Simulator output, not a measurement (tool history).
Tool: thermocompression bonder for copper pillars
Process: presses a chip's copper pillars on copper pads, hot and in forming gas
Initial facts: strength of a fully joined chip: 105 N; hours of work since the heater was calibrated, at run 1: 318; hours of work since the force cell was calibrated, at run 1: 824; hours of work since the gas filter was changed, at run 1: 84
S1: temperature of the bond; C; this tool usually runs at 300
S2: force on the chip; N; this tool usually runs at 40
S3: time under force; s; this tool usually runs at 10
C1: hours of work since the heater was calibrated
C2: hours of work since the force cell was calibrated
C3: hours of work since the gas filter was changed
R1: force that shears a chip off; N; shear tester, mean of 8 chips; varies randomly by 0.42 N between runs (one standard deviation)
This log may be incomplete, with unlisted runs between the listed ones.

run	hour	S1	S2	S3	C1	C2	C3	R1
1	0.0	300	40	10	318	824	84	75.5
2	15.5	300	40	10	325	830	91	75.0
3	34.5	300	40	10	332	838	99	75.3
4	51.1	300	40	10	339	845	106	73.8
# hour 55.3: force cell calibrated
5	75.1	300	40	9	349	8	115	73.1
6	110.0	300	40	9	363	23	130	73.1
7	144.2	294	42	9	377	37	144	72.8
8	179.2	294	42	5	392	52	158	62.0
9	202.2	301	33	9	402	61	168	63.0
# hour 229.5: force cell calibrated, once more
10	238.3	304	52	8	416	4	182	80.0

3 ways to go on from here, each from the tool as it stands after run 10. What would each give?
A	256.3	295	46	10	423	11	190	?
B	256.3	281	51	10	423	11	190	?
C	256.3	270	42	18	423	11	190	?

run	R1
A	74.8
B	75.3
C	71.6
With the hidden condition removed and each run's random variation left untouched, the same runs would have given:
run	R1
A	80.2
B	80.6
C	76.4
